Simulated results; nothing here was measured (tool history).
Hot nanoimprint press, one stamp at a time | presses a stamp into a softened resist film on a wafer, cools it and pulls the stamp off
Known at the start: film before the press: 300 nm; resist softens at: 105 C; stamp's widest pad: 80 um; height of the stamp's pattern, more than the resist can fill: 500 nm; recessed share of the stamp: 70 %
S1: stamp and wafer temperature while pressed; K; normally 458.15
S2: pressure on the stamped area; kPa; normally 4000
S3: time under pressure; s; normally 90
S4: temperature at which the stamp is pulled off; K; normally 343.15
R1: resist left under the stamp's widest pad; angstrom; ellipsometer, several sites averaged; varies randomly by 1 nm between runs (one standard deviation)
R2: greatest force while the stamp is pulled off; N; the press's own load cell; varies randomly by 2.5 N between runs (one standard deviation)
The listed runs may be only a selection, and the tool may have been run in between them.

run	hour	S1	S2	S3	S4	R1	R2
1	0.0	458.15	4000	90	343.15	1516	114
2	7.2	458.15	4000	90	343.15	1534	120
3	12.9	458.15	4000	90	343.15	1523	119
4	22.7	458.15	4000	90	343.15	1544	120
5	30.3	458.15	4000	90	343.15	1540	122
6	39.6	458.15	4000	90	343.15	1516	117
7	46.0	458.15	4000	90	343.15	1553	117
8	54.6	458.15	4000	90	343.15	1537	114
9	63.6	458.15	4000	90	343.15	1538	119
10	72.9	458.15	4000	90	343.15	1531	118
11	83.6	452.15	3240	90	343.15	2038	115
12	91.9	455.15	5000	90	343.15	1535	116
13	104.8	458.15	5170	90	337.15	1349	131
14	112.8	456.15	2420	70	350.15	2173	99
15	122.4	468.15	2830	90	343.15	1297	119
16	130.2	451.15	4000	90	343.15	1948	119
17	139.1	465.15	3600	95	348.15	1246	110
18	149.5	465.15	3600	95	348.15	1234	107
19	162.2	456.15	3240	90	343.15	1804	115

Forecast each of these 5 alternatives for the next run:
# hour 173.8: plate thermocouple calibrated
A	174.6	456.15	3240	64	343.15	?	?
# hour 173.8: plate thermocouple calibrated
B	174.6	456.15	3240	135	343.15	?	?
# hour 173.8: plate thermocouple calibrated
C	174.6	458.15	5230	59	343.15	?	?
# hour 173.8: plate thermocouple calibrated
D	174.6	456.15	3240	120	343.15	?	?
# hour 173.8: plate thermocouple calibrated
E	174.6	458.15	4000	88	343.15	?	?

run	R1	R2
A	1993	115
B	1597	118
C	1539	119
D	1673	112
E	1564	119
With no hidden state in the tool, these same runs would have given:
run	R1	R2
A	1993	114
B	1596	117
C	1538	118
D	1673	112
E	1564	118
